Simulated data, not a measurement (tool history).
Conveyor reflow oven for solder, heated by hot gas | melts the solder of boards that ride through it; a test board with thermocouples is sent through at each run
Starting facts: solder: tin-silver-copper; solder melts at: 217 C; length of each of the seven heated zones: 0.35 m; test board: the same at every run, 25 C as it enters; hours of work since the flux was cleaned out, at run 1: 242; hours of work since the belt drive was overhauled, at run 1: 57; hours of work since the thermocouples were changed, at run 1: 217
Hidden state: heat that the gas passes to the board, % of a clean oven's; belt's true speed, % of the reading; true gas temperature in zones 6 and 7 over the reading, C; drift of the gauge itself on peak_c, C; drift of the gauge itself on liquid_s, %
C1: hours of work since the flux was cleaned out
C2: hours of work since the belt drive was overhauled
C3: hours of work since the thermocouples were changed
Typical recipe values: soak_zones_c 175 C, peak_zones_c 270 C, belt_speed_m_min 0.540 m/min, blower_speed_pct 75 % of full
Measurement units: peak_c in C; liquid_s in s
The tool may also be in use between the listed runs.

Run 1, hour 0.0: usual settings; C1 242; C2 57; C3 217. Result: peak_c 259.5 C, liquid_s 63.7 s.
Run 2, hour 8.6: usual settings; C1 247; C2 62; C3 221. Result: peak_c 259.7 C, liquid_s 64.0 s.
Run 3, hour 12.6: usual settings but belt_speed_m_min 0.512 m/min; C1 249; C2 64; C3 223. Result: peak_c 261.0 C, liquid_s 69.3 s.
Run 4, hour 21.8: usual settings; C1 254; C2 69; C3 228. Result: peak_c 259.6 C, liquid_s 64.7 s.
Run 5, hour 26.4: usual settings; C1 256; C2 71; C3 230. Result: peak_c 259.5 C, liquid_s 64.6 s.
Run 6, hour 30.4: usual settings; C1 258; C2 73; C3 233. Result: peak_c 259.3 C, liquid_s 64.1 s.
Run 7, hour 36.6: usual settings but soak_zones_c 177 C; C1 261; C2 76; C3 236. Result: peak_c 260.0 C, liquid_s 65.3 s.
Run 8, hour 44.9: usual settings but soak_zones_c 177 C; C1 266; C2 81; C3 240. Result: peak_c 259.6 C, liquid_s 65.5 s.
Run 9, hour 49.8: usual settings but soak_zones_c 177 C; C1 268; C2 83; C3 243. Result: peak_c 259.8 C, liquid_s 65.5 s.
Run 10, hour 58.0: usual settings but soak_zones_c 177 C; C1 272; C2 87; C3 247. Result: peak_c 260.1 C, liquid_s 64.8 s.
At hour 65.6: flux residue cleaned out of gas plates and filters.
Run 11, hour 67.5: usual settings but soak_zones_c 177 C; C1 1; C2 90; C3 249. Result: peak_c 260.9 C, liquid_s 66.5 s.
Run 12, hour 73.1: usual settings but soak_zones_c 177 C; C1 4; C2 93; C3 252. Result: peak_c 260.8 C, liquid_s 66.3 s.
Run 13, hour 81.6: usual settings but soak_zones_c 177 C; C1 8; C2 97; C3 256. Result: peak_c 261.1 C, liquid_s 65.8 s.
Run 14, hour 87.2: usual settings but soak_zones_c 177 C; C1 11; C2 100; C3 259. Result: peak_c 261.0 C, liquid_s 65.2 s.
Run 15, hour 90.9: usual settings but soak_zones_c 177 C, peak_zones_c 258 C; C1 13; C2 102; C3 261. Result: peak_c 249.7 C, liquid_s 59.3 s.
Run 16, hour 99.5: usual settings but soak_zones_c 177 C, peak_zones_c 258 C, belt_speed_m_min 0.510 m/min; C1 18; C2 106; C3 266. Result: peak_c 250.9 C, liquid_s 64.8 s.
Run 17, hour 106.9: usual settings but belt_speed_m_min 0.495 m/min; C1 21; C2 110; C3 270. Result: peak_c 262.7 C, liquid_s 73.1 s.
Run 18, hour 115.6: usual settings but belt_speed_m_min 0.495 m/min; C1 26; C2 115; C3 274. Result: peak_c 262.6 C, liquid_s 72.7 s.
Run 19, hour 124.7: usual settings but soak_zones_c 164 C, peak_zones_c 278 C, blower_speed_pct 87 % of full; C1 31; C2 119; C3 279. Result: peak_c 268.9 C, liquid_s 66.7 s.
Run 20, hour 131.7: usual settings but soak_zones_c 164 C, peak_zones_c 278 C, blower_speed_pct 87 % of full; C1 34; C2 123; C3 282. Result: peak_c 269.1 C, liquid_s 66.2 s.
Run 21, hour 140.6: usual settings but belt_speed_m_min 0.516 m/min, blower_speed_pct 83 % of full; C1 39; C2 128; C3 287. Result: peak_c 262.5 C, liquid_s 70.2 s.
Run 22, hour 145.1: usual settings but soak_zones_c 183 C, peak_zones_c 269 C, blower_speed_pct 81 % of full; C1 41; C2 130; C3 289. Result: peak_c 261.7 C, liquid_s 68.8 s.
Run 23, hour 149.8: usual settings but soak_zones_c 165 C, peak_zones_c 261 C, belt_speed_m_min 0.536 m/min, blower_speed_pct 56 % of full; C1 44; C2 132; C3 292. Result: peak_c 247.4 C, liquid_s 52.2 s.
Run 24, hour 158.2: usual settings but soak_zones_c 165 C, peak_zones_c 261 C, belt_speed_m_min 0.536 m/min, blower_speed_pct 70 % of full; C1 48; C2 137; C3 296. Result: peak_c 250.6 C, liquid_s 56.0 s.
Run 25, hour 163.0: usual settings but soak_zones_c 184 C, peak_zones_c 269 C, belt_speed_m_min 0.460 m/min, blower_speed_pct 73 % of full; C1 50; C2 139; C3 299. Result: peak_c 263.5 C, liquid_s 82.4 s.
Run 26, hour 170.4: usual settings but soak_zones_c 184 C, peak_zones_c 269 C, belt_speed_m_min 0.460 m/min, blower_speed_pct 73 % of full; C1 54; C2 143; C3 302. Result: peak_c 263.9 C, liquid_s 82.3 s.
Run 27, hour 175.6: usual settings but peak_zones_c 279 C, blower_speed_pct 57 % of full; C1 57; C2 146; C3 305. Result: peak_c 265.0 C, liquid_s 66.9 s.

Run 28, settings as shown, results not yet in. Your forecast:
Run 28, hour 184.2: usual settings but peak_zones_c 279 C, blower_speed_pct 57 % of full; C1 61; C2 150; C3 310. Result: peak_c ?, liquid_s ?.

peak_c: 264.9 C
liquid_s: 66.9 s
On a tool with no hidden condition, and with the same random variation, this run would have come out at peak_c 264.3 C, liquid_s 66.4 s.

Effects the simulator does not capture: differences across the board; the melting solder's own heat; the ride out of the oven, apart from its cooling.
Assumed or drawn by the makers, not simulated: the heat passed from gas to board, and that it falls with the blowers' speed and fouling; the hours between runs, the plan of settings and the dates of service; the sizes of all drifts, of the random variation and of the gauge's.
